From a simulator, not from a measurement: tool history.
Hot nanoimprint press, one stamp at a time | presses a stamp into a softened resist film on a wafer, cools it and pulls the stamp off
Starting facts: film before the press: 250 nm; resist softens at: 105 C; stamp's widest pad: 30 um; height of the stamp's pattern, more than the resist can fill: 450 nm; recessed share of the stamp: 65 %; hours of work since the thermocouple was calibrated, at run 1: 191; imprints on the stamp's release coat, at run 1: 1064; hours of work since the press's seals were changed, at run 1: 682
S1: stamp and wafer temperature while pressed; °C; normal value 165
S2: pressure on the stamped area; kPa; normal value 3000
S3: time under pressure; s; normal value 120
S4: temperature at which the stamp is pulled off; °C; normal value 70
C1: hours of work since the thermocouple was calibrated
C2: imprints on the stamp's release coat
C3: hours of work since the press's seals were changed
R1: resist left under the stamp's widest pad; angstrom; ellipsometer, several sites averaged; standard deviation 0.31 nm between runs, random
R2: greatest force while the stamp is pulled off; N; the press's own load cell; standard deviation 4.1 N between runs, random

| run | day | S1 | S2 | S3 | S4 | C1 | C2 | C3 | R1 | R2 |
|---|---|---|---|---|---|---|---|---|---|---|
| 1 | 0 | 165 | 3000 | 120 | 70 | 191 | 1064 | 682 | 1395 | 258 |
|  | 1.017 | stamp cleaned and given a new release coat |
| 2 | 1.862 | 165 | 3000 | 120 | 70 | 213 | 83 | 703 | 1391 | 204 |
| 3 | 3.129 | 165 | 3000 | 120 | 70 | 229 | 207 | 720 | 1395 | 213 |
| 4 | 4.462 | 165 | 3000 | 120 | 70 | 247 | 337 | 737 | 1395 | 217 |
| 5 | 5.192 | 165 | 3220 | 120 | 70 | 256 | 409 | 747 | 1354 | 213 |
| 6 | 6.725 | 165 | 3220 | 120 | 70 | 277 | 559 | 767 | 1351 | 225 |
| 7 | 7.804 | 165 | 3220 | 191 | 70 | 291 | 665 | 781 | 1154 | 234 |
| 8 | 9.471 | 165 | 3000 | 120 | 70 | 313 | 828 | 803 | 1386 | 238 |
|  | 10.308 | plate thermocouple calibrated |
|  | 11 | press's hydraulic seals changed and the load cell set to zero |
| 9 | 11.446 | 170 | 3000 | 120 | 70 | 11 | 976 | 6 | 1201 | 250 |
| 10 | 12.875 | 170 | 3000 | 120 | 70 | 29 | 1116 | 25 | 1198 | 262 |
|  | 13.358 | stamp cleaned and given a new release coat |
| 11 | 13.888 | 170 | 3000 | 120 | 70 | 39 | 52 | 35 | 1199 | 200 |
| 12 | 14.821 | 170 | 3000 | 120 | 70 | 52 | 143 | 47 | 1204 | 213 |
| 13 | 16.283 | 165 | 3000 | 120 | 70 | 71 | 287 | 66 | 1396 | 221 |
| 14 | 17.575 | 165 | 3000 | 120 | 70 | 88 | 413 | 83 | 1391 | 224 |
| 15 | 19.158 | 165 | 2410 | 120 | 70 | 109 | 568 | 104 | 1516 | 235 |
| 16 | 20.417 | 165 | 2410 | 120 | 70 | 125 | 691 | 121 | 1522 | 232 |
| 17 | 21.496 | 165 | 4740 | 76 | 67 | 140 | 797 | 135 | 1321 | 258 |
| 18 | 22.842 | 165 | 2020 | 120 | 70 | 157 | 929 | 153 | 1628 | 253 |
| 19 | 23.671 | 162 | 3000 | 120 | 70 | 168 | 1010 | 163 | 1507 | 259 |
|  | 25.179 | stamp cleaned and given a new release coat |
| 20 | 25.442 | 168 | 3000 | 141 | 78 | 188 | 26 | 183 | 1204 | 150 |
| 21 | 26.458 | 168 | 3000 | 141 | 78 | 202 | 126 | 197 | 1201 | 164 |
| 22 | 27.217 | 165 | 2800 | 120 | 61 | 212 | 200 | 207 | 1426 | 248 |
| 23 | 28.671 | 168 | 2390 | 66 | 67 | 231 | 342 | 226 | 1668 | 230 |
| 24 | 30.367 | 168 | 2390 | 101 | 67 | 253 | 508 | 248 | 1479 | 239 |
| 25 | 31.971 | 169 | 2390 | 67 | 67 | 274 | 666 | 269 | 1618 | 259 |
| 26 | 32.692 | 169 | 2390 | 67 | 67 | 284 | 736 | 279 | 1616 | 257 |
| 27 | 34.354 | 169 | 2390 | 67 | 67 | 306 | 899 | 301 | 1620 | 276 |
|  | 35.675 | plate thermocouple calibrated |
| 28 | 35.675 | 158 | 2390 | 67 | 69 | 0 | 1016 | 317 | 2052 | 275 |
| 29 | 36.675 | 158 | 2390 | 67 | 69 | 13 | 1114 | 330 | 2050 | 275 |
|  | 37.158 | stamp cleaned and given a new release coat |
| 30 | 38.104 | 158 | 3620 | 67 | 64 | 29 | 92 | 345 | 1852 | 234 |

Measured result minus the same run's result without the hidden state. Both carry the same run-to-run variation, though not necessarily the same gauge scatter:
Hidden conditions of the tool in this case: true temperature over the reading, C; pressure that arrives at the usual setting, %; grip of the stamp's worn release coat, % over a new coat's; drift of the gauge itself on residual_nm, %; drift of the gauge itself on pull_off_n, %.
| run | R1 | R2 |
|---|---|---|
| 1 | +2 | +59 |
| 2 | +1 | +2 |
| 3 | +0 | +8 |
| 4 | -1 | +15 |
| 5 | +0 | +19 |
| 6 | +0 | +27 |
| 7 | -1 | +34 |
| 8 | -4 | +42 |
| 9 | +0 | +55 |
| 10 | +0 | +64 |
| 11 | -1 | +2 |
| 12 | -1 | +8 |
| 13 | -2 | +15 |
| 14 | -3 | +22 |
| 15 | -5 | +31 |
| 16 | -6 | +37 |
| 17 | -1 | +47 |
| 18 | -8 | +52 |
| 19 | -7 | +57 |
| 20 | -7 | -1 |
| 21 | -7 | +3 |
| 22 | -9 | +11 |
| 23 | -11 | +18 |
| 24 | -11 | +28 |
| 25 | -12 | +38 |
| 26 | -13 | +42 |
| 27 | -14 | +54 |
| 28 | +11 | +63 |
| 29 | +11 | +68 |
| 30 | +18 | +6 |
